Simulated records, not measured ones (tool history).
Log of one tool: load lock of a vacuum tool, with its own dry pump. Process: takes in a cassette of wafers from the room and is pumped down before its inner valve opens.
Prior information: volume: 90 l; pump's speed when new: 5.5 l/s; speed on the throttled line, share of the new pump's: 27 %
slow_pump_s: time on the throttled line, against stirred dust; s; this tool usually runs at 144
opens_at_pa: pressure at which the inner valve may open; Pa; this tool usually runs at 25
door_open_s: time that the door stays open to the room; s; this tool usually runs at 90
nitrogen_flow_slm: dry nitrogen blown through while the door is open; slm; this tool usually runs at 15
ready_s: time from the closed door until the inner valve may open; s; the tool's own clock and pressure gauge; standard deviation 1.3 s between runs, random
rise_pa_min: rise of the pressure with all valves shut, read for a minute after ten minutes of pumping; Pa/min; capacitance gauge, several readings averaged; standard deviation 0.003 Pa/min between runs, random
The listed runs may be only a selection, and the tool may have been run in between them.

run,hour,slow_pump_s,opens_at_pa,door_open_s,nitrogen_flow_slm,"incoming humidity of the room's air, %",ready_s,rise_pa_min
1,0.0,144,25,90,15,44.4,243.9,0.053
2,228.5,144,25,90,15,46.5,245.0,0.065
3,399.6,144,25,90,15,41.6,248.2,0.058
4,613.2,144,25,90,15,44.0,246.2,0.064
5,785.3,144,25,90,15,44.7,248.4,0.064
6,1000.0,144,25,90,15,46.6,248.3,0.076
7,1147.9,144,25,90,15,43.7,245.6,0.069
8,1243.3,144,25,90,34,44.9,247.4,0.062
9,1343.6,144,25,90,15,43.4,249.4,0.073
10,1546.0,144,25,90,15,48.3,245.3,0.083
11,1713.9,144,25,90,5,44.9,247.1,0.099
12,1875.8,144,25,90,5,44.6,250.4,0.105
13,2066.6,144,25,90,44,43.5,248.6,0.076
14,2205.3,144,25,90,44,46.4,246.3,0.082
15,2377.0,89,25,32,44,42.9,210.5,0.073
16,2582.2,244,37,65,5,46.1,309.4,0.106
17,2681.2,144,21,63,15,43.5,249.7,0.094
18,2864.3,192,21,63,15,46.1,288.0,0.095

Estimate the outcome of run 19 from the log above:
19,3031.7,192,21,63,15,44.7,?,?

For run 19 the tool returned ready_s 285.9 s, rise_pa_min 0.101 Pa/min.
Had the tool carried no hidden state, the very same run would have given ready_s 278.7 s, rise_pa_min 0.023 Pa/min.

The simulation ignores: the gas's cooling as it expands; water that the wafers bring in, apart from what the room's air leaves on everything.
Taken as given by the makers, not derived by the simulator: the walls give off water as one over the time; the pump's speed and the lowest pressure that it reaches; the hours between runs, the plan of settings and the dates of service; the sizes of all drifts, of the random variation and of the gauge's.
